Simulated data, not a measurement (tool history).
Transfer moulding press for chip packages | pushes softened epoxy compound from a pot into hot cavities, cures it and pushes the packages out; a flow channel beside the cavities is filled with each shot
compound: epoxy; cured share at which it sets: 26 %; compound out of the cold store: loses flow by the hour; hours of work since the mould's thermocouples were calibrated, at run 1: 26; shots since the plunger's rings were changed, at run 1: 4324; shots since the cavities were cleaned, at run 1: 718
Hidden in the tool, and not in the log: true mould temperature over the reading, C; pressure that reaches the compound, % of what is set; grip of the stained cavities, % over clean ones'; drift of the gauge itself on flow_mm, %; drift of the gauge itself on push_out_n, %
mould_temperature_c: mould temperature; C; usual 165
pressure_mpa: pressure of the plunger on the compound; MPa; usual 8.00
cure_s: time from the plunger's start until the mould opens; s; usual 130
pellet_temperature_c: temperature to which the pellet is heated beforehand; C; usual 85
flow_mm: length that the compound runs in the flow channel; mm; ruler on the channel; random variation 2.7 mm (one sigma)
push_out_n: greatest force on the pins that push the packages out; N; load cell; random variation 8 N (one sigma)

run	hour	mould_temperature_c	pressure_mpa	cure_s	pellet_temperature_c	hours of work since the mould's thermocouples were calibrated	shots since the plunger's rings were changed	shots since the cavities were cleaned	incoming compound's hours out of the cold store	flow_mm	push_out_n
1	0.0	165	8.00	130	85	26	4324	718	32.9	511	468
# hour 7.9: plunger's sealing rings changed
# hour 10.1: cavities cleaned with cleaning compound and waxed
2	14.4	165	8.00	130	85	33	50	43	20.9	586	362
3	24.5	165	8.00	130	85	40	151	144	8.4	605	406
4	34.9	165	8.00	135	85	46	254	247	37.8	553	392
5	39.6	165	8.00	135	85	49	300	293	45.2	541	417
6	48.0	165	8.00	135	85	55	384	377	19.6	583	424
7	53.4	165	8.00	130	85	59	438	431	33.8	553	457
8	58.2	165	8.00	157	85	62	485	478	34.1	552	392
9	65.4	165	8.00	130	93	66	557	550	18.8	585	468
10	70.2	165	8.00	130	93	70	605	598	46.6	531	461
11	76.8	165	8.00	130	93	74	670	663	19.7	577	475
12	86.7	165	8.00	130	93	80	769	762	33.2	553	472
# hour 90.1: cavities cleaned with cleaning compound and waxed
13	99.6	165	8.00	130	93	88	883	95	38.3	543	371
14	105.6	165	8.00	130	93	92	942	154	17.6	576	394
15	115.5	172	8.00	130	85	98	1040	252	25.0	550	358
16	125.6	172	8.00	130	81	105	1141	353	44.8	517	421
17	132.8	165	7.02	130	85	110	1213	425	9.4	550	453
18	143.5	165	7.02	130	85	117	1319	531	41.4	496	443
19	149.1	165	7.02	130	91	120	1375	587	34.9	505	461
20	155.8	163	7.03	130	85	125	1442	654	18.0	538	520
21	164.5	163	7.03	152	89	131	1528	740	25.3	523	450
# hour 170.4: cavities cleaned with cleaning compound and waxed
22	176.1	163	7.03	152	89	137	1629	57	18.5	535	350
23	182.3	163	7.03	152	89	141	1690	118	33.7	510	362
24	191.0	169	6.69	120	92	147	1777	205	37.1	484	379
25	200.9	169	6.69	120	92	153	1875	303	12.2	520	422
26	211.0	167	7.55	111	95	160	1976	404	44.6	500	495
27	219.5	167	9.94	154	84	166	2060	488	39.9	583	400
28	224.3	167	9.94	142	90	169	2108	536	15.5	623	419

5 ways to go on from here, each from the tool as it stands after run 28. What would each give?
A	234.4	160	7.16	162	90	175	2208	636	24.1	?	?
B	234.4	165	9.03	130	85	175	2208	636	47.2	?	?
C	234.4	168	7.87	131	90	175	2208	636	21.5	?	?
D	234.4	167	9.94	112	90	175	2208	636	28.9	?	?
E	234.4	167	9.56	136	86	175	2208	636	45.0	?	?

run	flow_mm	push_out_n
A	529	453
B	548	475
C	550	442
D	602	526
E	558	442
Without the tool's hidden state the same runs would have given:
run	flow_mm	push_out_n
A	555	327
B	575	348
C	577	322
D	632	387
E	585	320
